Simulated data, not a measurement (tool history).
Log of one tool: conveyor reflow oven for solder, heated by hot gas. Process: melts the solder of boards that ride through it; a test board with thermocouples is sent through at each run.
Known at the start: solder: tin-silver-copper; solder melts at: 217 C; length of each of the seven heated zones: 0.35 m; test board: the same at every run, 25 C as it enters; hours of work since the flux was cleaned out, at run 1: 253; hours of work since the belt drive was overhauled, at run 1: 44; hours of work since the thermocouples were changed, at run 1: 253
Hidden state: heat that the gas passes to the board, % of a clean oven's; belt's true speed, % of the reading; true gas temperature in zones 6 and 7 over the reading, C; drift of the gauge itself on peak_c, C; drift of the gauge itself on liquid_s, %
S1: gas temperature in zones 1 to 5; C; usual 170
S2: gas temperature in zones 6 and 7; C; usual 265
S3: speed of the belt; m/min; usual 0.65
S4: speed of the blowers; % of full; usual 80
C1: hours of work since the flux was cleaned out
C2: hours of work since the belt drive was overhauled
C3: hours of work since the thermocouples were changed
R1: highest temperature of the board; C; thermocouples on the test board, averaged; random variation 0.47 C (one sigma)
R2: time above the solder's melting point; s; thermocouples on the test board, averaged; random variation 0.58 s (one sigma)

Run 1, hour 0: usual settings; C1 253; C2 44; C3 253. Result: R1 251.5 C, R2 49.5 s.
Run 2, hour 83.4: usual settings; C1 317; C2 109; C3 317. Result: R1 250.9 C, R2 48.2 s.
Run 3, hour 169.8: usual settings but S2 273 C; C1 384; C2 175; C3 384. Result: R1 258.4 C, R2 51 s.
Run 4, hour 218.1: usual settings but S1 180 C, S2 273 C; C1 421; C2 212; C3 421. Result: R1 259.7 C, R2 55.2 s.
Run 5, hour 310.6: usual settings but S1 180 C, S2 273 C; C1 492; C2 284; C3 492. Result: R1 258.7 C, R2 53.2 s.
At hour 333.3: flux residue cleaned out of gas plates and filters.
Run 6, hour 382.1: usual settings; C1 38; C2 335; C3 543. Result: R1 253.1 C, R2 49.9 s.
Run 7, hour 459.7: usual settings; C1 97; C2 395; C3 603. Result: R1 252.2 C, R2 50.5 s.
Run 8, hour 535.3: usual settings but S3 0.558 m/min; C1 156; C2 453; C3 661. Result: R1 254.8 C, R2 61.5 s.
Run 9, hour 613: usual settings but S3 0.558 m/min; C1 215; C2 513; C3 721. Result: R1 254.1 C, R2 60.4 s.
Run 10, hour 702.3: usual settings but S2 277 C; C1 284; C2 581; C3 790. Result: R1 261.8 C, R2 53.9 s.
Run 11, hour 797.4: usual settings; C1 357; C2 654; C3 863. Result: R1 251.1 C, R2 47.6 s.
Run 12, hour 868.5: usual settings; C1 412; C2 709; C3 918. Result: R1 248.8 C, R2 47.1 s.
Run 13, hour 918.1: usual settings; C1 450; C2 747; C3 956. Result: R1 248.5 C, R2 47 s.
At hour 977.4: thermocouples of zones 6 and 7 changed.
At hour 997.1: flux residue cleaned out of gas plates and filters.
Run 14, hour 1022.5: usual settings; C1 20; C2 822; C3 31. Result: R1 254.3 C, R2 51.1 s.
Run 15, hour 1103: usual settings; C1 82; C2 884; C3 93. Result: R1 254.8 C, R2 51 s.
Run 16, hour 1204.2: usual settings but S3 0.546 m/min; C1 159; C2 962; C3 171. Result: R1 257.9 C, R2 64.9 s.
Run 17, hour 1275.1: usual settings but S3 0.624 m/min, S4 62 % of full; C1 214; C2 1017; C3 225. Result: R1 251 C, R2 50.9 s.
Run 18, hour 1316.6: usual settings but S1 156 C, S4 75 % of full; C1 246; C2 1049; C3 257. Result: R1 250.3 C, R2 44.6 s.
At hour 1326.3: belt drive overhauled, speed set with a stopwatch.
Run 19, hour 1399.1: usual settings but S3 0.735 m/min; C1 306; C2 56; C3 318. Result: R1 248.3 C, R2 42 s.
Run 20, hour 1472.4: usual settings but S1 166 C, S3 0.735 m/min; C1 363; C2 112; C3 374. Result: R1 247.9 C, R2 40.3 s.
Run 21, hour 1541.2: usual settings but S1 167 C; C1 416; C2 165; C3 427. Result: R1 250.8 C, R2 48.8 s.

The next listed run, before its measurement:
Run 22, hour 1584.9: usual settings but S1 171 C, S2 266 C, S3 0.596 m/min; C1 449; C2 199; C3 461. Result: R1 ?, R2 ?.

R1: 254.6 C
R2: 56.7 s
Without the tool's hidden state the same run would have given R1 258.4 C, R2 57.1 s.
